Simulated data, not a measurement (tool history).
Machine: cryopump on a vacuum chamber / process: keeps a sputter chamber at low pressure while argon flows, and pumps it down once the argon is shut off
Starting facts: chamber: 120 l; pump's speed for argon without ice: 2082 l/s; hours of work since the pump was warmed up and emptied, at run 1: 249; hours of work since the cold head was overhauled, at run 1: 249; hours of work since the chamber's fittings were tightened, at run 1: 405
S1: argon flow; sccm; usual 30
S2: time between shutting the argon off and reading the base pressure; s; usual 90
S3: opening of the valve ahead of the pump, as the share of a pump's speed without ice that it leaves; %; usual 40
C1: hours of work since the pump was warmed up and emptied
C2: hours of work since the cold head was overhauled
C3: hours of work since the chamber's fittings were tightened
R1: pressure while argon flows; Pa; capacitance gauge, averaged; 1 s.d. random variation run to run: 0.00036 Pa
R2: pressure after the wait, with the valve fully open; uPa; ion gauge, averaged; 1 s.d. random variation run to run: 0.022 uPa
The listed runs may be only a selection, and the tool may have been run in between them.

run 1 hour=0.0 | S1=30 S2=90 S3=40 | C1=249 C2=249 C3=405 | R1=0.0633 R2=1.20
run 2 hour=48.8 | S1=30 S2=90 S3=40 | C1=272 C2=272 C3=429 | R1=0.0635 R2=1.19
run 3 hour=85.7 | S1=30 S2=90 S3=40 | C1=290 C2=290 C3=446 | R1=0.0642 R2=1.18
run 4 hour=113.6 | S1=30 S2=90 S3=40 | C1=303 C2=303 C3=460 | R1=0.0644 R2=1.25
run 5 hour=174.9 | S1=30 S2=90 S3=40 | C1=332 C2=332 C3=489 | R1=0.0645 R2=1.26
run 6 hour=220.8 | S1=30 S2=90 S3=19 | C1=354 C2=354 C3=511 | R1=0.1321 R2=1.29
run 7 hour=254.4 | S1=30 S2=90 S3=19 | C1=370 C2=370 C3=527 | R1=0.1322 R2=1.30
run 8 hour=296.2 | S1=30 S2=90 S3=19 | C1=390 C2=390 C3=547 | R1=0.1323 R2=1.33
run 9 hour=337.1 | S1=30 S2=90 S3=40 | C1=410 C2=410 C3=566 | R1=0.0650 R2=1.41
run 10 hour=394.5 | S1=30 S2=90 S3=40 | C1=437 C2=437 C3=594 | R1=0.0659 R2=1.34
run 11 hour=443.0 | S1=30 S2=90 S3=40 | C1=460 C2=460 C3=617 | R1=0.0652 R2=1.49
run 12 hour=471.0 | S1=30 S2=90 S3=40 | C1=474 C2=474 C3=630 | R1=0.0657 R2=1.46
run 13 hour=511.1 | S1=30 S2=90 S3=40 | C1=493 C2=493 C3=649 | R1=0.0648 R2=1.50
run 14 hour=557.0 | S1=30 S2=90 S3=40 | C1=515 C2=515 C3=671 | R1=0.0664 R2=1.58
run 15 hour=616.5 | S1=16 S2=29 S3=40 | C1=543 C2=543 C3=699 | R1=0.0360 R2=2.64
run 16 hour=669.8 | S1=16 S2=29 S3=40 | C1=568 C2=568 C3=725 | R1=0.0359 R2=2.68
run 17 hour=712.5 | S1=21 S2=41 S3=19 | C1=589 C2=589 C3=745 | R1=0.0943 R2=2.24
run 18 hour=751.2 | S1=21 S2=41 S3=19 | C1=607 C2=607 C3=764 | R1=0.0943 R2=2.34
run 19 hour=786.7 | S1=17 S2=96 S3=28 | C1=624 C2=624 C3=781 | R1=0.0530 R2=1.68
-- hour=824.4 pump warmed up, emptied and cooled again
run 20 hour=833.9 | S1=17 S2=96 S3=28 | C1=5 C2=644 C3=801 | R1=0.0494 R2=1.44
run 21 hour=867.0 | S1=53 S2=111 S3=28 | C1=20 C2=660 C3=816 | R1=0.1537 R2=1.40
run 22 hour=917.5 | S1=53 S2=111 S3=48 | C1=44 C2=684 C3=841 | R1=0.0912 R2=1.44
run 23 hour=953.3 | S1=53 S2=111 S3=48 | C1=61 C2=701 C3=858 | R1=0.0906 R2=1.46
run 24 hour=979.7 | S1=54 S2=84 S3=50 | C1=74 C2=714 C3=870 | R1=0.0894 R2=1.65
run 25 hour=1016.8 | S1=30 S2=90 S3=18 | C1=92 C2=731 C3=888 | R1=0.1357 R2=1.60
run 26 hour=1073.5 | S1=19 S2=65 S3=39 | C1=119 C2=759 C3=915 | R1=0.0402 R2=1.86
run 27 hour=1110.8 | S1=19 S2=65 S3=39 | C1=137 C2=776 C3=933 | R1=0.0405 R2=1.82
run 28 hour=1162.3 | S1=16 S2=29 S3=22 | C1=161 C2=801 C3=957 | R1=0.0596 R2=2.73

Pick out some run-to-run changes in R1. Of each, how much would a tool without hidden state show as well, from the settings, what came in and chance, and how much is left for the hidden state and any gauge scatter not in both results compared?
Hidden state present: pump's speed, % of a pump's without ice; cold plate's temperature, K; leak into the chamber, uPa l/s; drift of the gauge itself on working_pa, %; drift of the gauge itself on base_upa, %.
Run 14 -> 15: S1 30 -> 16, S2 90 -> 29. R1 -0.0304 Pa: hidden state -0.0023, all else -0.0281.
Run 19 -> 20: pump warmed up, emptied and cooled again. R1 -0.0036 Pa: hidden state -0.0036, all else +0.0000.
Run 20 -> 21: S1 17 -> 53, S2 96 -> 111. R1 +0.1043 Pa: hidden state +0.0007, all else +0.1036.
Run 25 -> 26: S1 30 -> 19, S2 90 -> 65, S3 18 -> 39. R1 -0.0955 Pa: hidden state -0.0002, all else -0.0953.

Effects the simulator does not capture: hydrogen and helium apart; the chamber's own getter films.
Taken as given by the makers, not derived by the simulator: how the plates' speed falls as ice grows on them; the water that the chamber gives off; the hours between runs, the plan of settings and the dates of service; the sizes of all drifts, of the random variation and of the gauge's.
